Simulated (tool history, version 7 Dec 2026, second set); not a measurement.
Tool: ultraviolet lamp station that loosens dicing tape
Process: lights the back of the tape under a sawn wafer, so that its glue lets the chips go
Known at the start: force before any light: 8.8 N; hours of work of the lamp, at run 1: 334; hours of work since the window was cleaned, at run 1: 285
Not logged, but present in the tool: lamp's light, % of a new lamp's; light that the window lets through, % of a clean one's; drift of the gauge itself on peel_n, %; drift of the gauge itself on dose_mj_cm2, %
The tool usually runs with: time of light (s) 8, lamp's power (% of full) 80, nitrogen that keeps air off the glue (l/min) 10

run   hour  time of light (s)  lamp's power (% of full)  nitrogen that keeps air off the glue (l/min)  hours of work of the lamp  hours of work since the window was cleaned  force that peels the tape off (N)  light that reached the tape (mJ/cm2)
  1      0                  8                        80                                            10                        334                                         285                              0.365                                   196
  2   10.1                  8                        80                                            10                        341                                         292                              0.354                                   199
  3   15.3                  8                        80                                            10                        345                                         296                              0.374                                   201
  4   26.2                  8                        80                                            10                        353                                         304                              0.381                                   194
  5   34.5                  8                        80                                            10                        359                                         310                              0.373                                   196
  6   44.5                  8                        80                                            10                        366                                         317                              0.372                                   197
  7     54                  8                        97                                            10                        373                                         324                              0.284                                   236
  8   66.1                  8                        97                                            10                        381                                         332                              0.273                                   236
  9   73.9                  6                        97                                            10                        387                                         338                              0.445                                   181
 10   83.9                  6                        97                                            10                        394                                         345                              0.452                                   180
 11   91.1                  6                        97                                            10                        400                                         351                              0.453                                   175
 12   98.6                  6                        97                                            10                        405                                         356                              0.461                                   175
 13  105.7                  8                        80                                            10                        410                                         361                               0.37                                   194
 14  111.4                  8                        80                                            10                        414                                         365                              0.379                                   194
 15  116.8                  8                        80                                            10                        418                                         369                              0.388                                   195
 16  123.6                  7                        69                                            10                        423                                         374                              0.682                                   145
 17  134.3                  8                        80                                             4                        431                                         382                              0.662                                   195
 18  142.8                  8                        87                                             4                        437                                         388                              0.575                                   205
 19  153.7                  8                        87                                             4                        445                                         396                              0.563                                   209
 20  161.7                  8                        87                                             4                        451                                         402                              0.574                                   209
 21  166.9                  8                        80                                             6                        455                                         405                              0.524                                   191
 22  173.3                  4                        80                                            10                        459                                         410                              1.498                                    96
 23  184.3                  4                        80                                            14                        467                                         418                              1.283                                    95
 24  196.5                  8                        97                                            10                        476                                         427                              0.288                                   230
 25  207.5                  7                        75                                            12                        484                                         435                               0.54                                   156
 26  217.2                  8                        77                                            10                        491                                         442                              0.434                                   182
 27  223.8                  8                        77                                            10                        496                                         447                              0.436                                   182
 28  233.1                  8                        77                                            10                        502                                         453                              0.423                                   184
 29  240.2                  4                        80                                            10                        508                                         459                              1.438                                    96

Forecast each of these 4 alternatives for the next run:
  A  245.7                 13                        84                                            15                        512                                         463                                  ?                                     ?
  B  245.7                  8                        92                                            17                        512                                         463                                  ?                                     ?
  C  245.7                  8                        80                                             8                        512                                         463                                  ?                                     ?
  D  245.7                 11                        78                                            13                        512                                         463                                  ?                                     ?

run  force that peels the tape off (N)  light that reached the tape (mJ/cm2)
  A                              0.201                                   322
  B                              0.247                                   215
  C                              0.436                                   187
  D                              0.227                                   252
Take away the tool's hidden state, keep each run's random variation, and the runs would have read:
run  force that peels the tape off (N)  light that reached the tape (mJ/cm2)
  A                              0.196                                   368
  B                              0.215                                   246
  C                              0.337                                   214
  D                              0.205                                   288
